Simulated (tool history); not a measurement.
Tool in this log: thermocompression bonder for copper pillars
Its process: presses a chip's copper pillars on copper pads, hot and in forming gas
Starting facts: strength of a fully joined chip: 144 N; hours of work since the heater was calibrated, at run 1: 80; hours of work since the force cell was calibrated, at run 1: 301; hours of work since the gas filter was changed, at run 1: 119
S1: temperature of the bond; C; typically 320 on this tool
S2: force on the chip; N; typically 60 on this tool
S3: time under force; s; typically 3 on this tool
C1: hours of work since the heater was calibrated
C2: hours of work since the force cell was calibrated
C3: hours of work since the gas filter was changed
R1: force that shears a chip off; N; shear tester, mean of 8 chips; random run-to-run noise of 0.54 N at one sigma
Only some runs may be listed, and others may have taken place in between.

run   hour   S1  S2  S3   C1   C2   C3    R1
  1    0.0  320  60   3   80  301  119  57.9
  2    6.5  320  60   3   85  305  124  57.6
  3   15.2  320  60   3   91  312  130  58.5
  4   22.9  320  60   2   96  317  136  50.0
  5   31.5  320  60   2  103  323  142  49.2
  6   37.8  320  77   3  107  328  146  68.7
  7   45.4  320  77   3  112  333  152  67.5
  8   53.6  320  77   3  118  339  158  66.6
  9   60.7  320  39   3  123  344  163  43.4
 10   70.6  320  60   3  130  351  170  57.5
 11   82.2  320  60   3  139  359  178  57.1
 12   93.4  320  60   3  147  367  186  57.4
 13  102.1  320  60   3  153  373  192  57.1
 14  114.3  320  60   3  162  382  201  56.7
 15  123.9  320  60   3  168  389  208  56.1
 16  134.1  320  60   3  176  396  215  55.4
 17  145.5  320  60   3  184  404  223  56.7
 18  157.5  320  60   2  192  413  232  48.0
 19  167.8  320  60   5  200  420  239  67.3
 20  173.4  349  60   3  204  424  243  71.9
 21  182.5  310  60   6  210  431  250  65.1
 22  191.6  310  60   6  217  437  256  64.7
 23  202.1  342  70   2  224  445  264  66.1
 24  209.2  342  70   2  229  450  269  66.1
 25  214.8  338  38   4  233  454  273  55.7
 26  225.3  297  74   2  241  461  280  41.2
 27  235.3  345  74   2  248  468  287  68.7
 28  247.3  345  74   3  256  477  296  78.9
 29  257.0  342  52   3  263  484  303  62.1
 30  265.3  294  71   3  269  490  309  47.0
 31  272.1  306  76   3  274  495  313  54.5
 32  284.6  345  72   3  283  504  322  76.0
 33  291.9  320  57   3  288  509  328  53.5
 34  297.0  320  59   4  292  512  331  60.9
 35  307.1  320  49   5  299  520  338  57.9
 36  312.6  320  48   5  303  524  342  57.1
 37  319.9  320  79   3  308  529  347  64.4
 38  328.3  320  71   3  314  535  353  60.7
 39  336.3  320  71   3  320  540  359  59.9
 40  343.4  333  72   2  325  545  364  58.9

Some steps in R1 between neighbouring runs. How much of each would the tool show without its hidden state too (settings, what came in, random variation), and how much is left for the hidden state, with any gauge scatter that isn't in both results?
Hidden conditions of the tool in this case: true temperature of the bond over the reading, C; force that reaches the chip, % of what is set; oxide that the forming gas leaves, % of the face; drift of the gauge itself on shear_n, %.
Run 8 -> 9: S2 77 -> 39. R1 -23.2 N: hidden state +1.2, all else -24.4.
Run 26 -> 27: S1 297 -> 345. R1 +27.5 N: hidden state -2.3, all else +29.8.
Run 31 -> 32: S1 306 -> 345, S2 76 -> 72. R1 +21.5 N: hidden state -1.9, all else +23.4.
Run 32 -> 33: S1 345 -> 320, S2 72 -> 57. R1 -22.5 N: hidden state +1.8, all else -24.3.
